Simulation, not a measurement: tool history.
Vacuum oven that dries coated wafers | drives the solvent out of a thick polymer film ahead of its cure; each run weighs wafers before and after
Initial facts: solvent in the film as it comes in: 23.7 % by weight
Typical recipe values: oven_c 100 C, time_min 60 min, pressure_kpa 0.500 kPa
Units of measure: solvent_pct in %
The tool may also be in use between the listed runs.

run	hour	oven_c	time_min	pressure_kpa	solvent_pct
1	0.0	100	60	0.500	1.28
2	82.7	100	60	0.500	1.30
# hour 171.4: oven's thermocouples calibrated
3	179.4	100	42	0.500	3.07
4	263.4	100	42	0.500	3.05
5	356.0	100	60	1.159	1.97
6	463.7	95	60	0.500	2.41
7	562.0	100	60	1.232	1.96
8	629.3	100	60	0.948	1.83
9	721.0	93	47	0.325	4.01
10	802.9	93	47	0.325	3.90
11	911.9	93	83	0.494	1.69
12	988.3	109	35	1.040	2.17
13	1048.0	112	51	1.061	0.91
14	1124.1	100	60	1.960	2.27
15	1195.6	100	60	1.960	2.31
16	1256.0	95	31	0.551	6.03

4 ways to go on from here, each from the tool as it stands after run 16. What would each give?
A	1365.9	97	31	0.630	?
B	1365.9	107	84	1.345	?
C	1365.9	87	93	1.087	?
D	1365.9	96	31	1.038	?

run	solvent_pct
A	5.51
B	0.93
C	2.77
D	5.95
Had the tool no hidden state, the same runs would have come out as:
run	solvent_pct
A	5.44
B	0.62
C	2.29
D	5.89
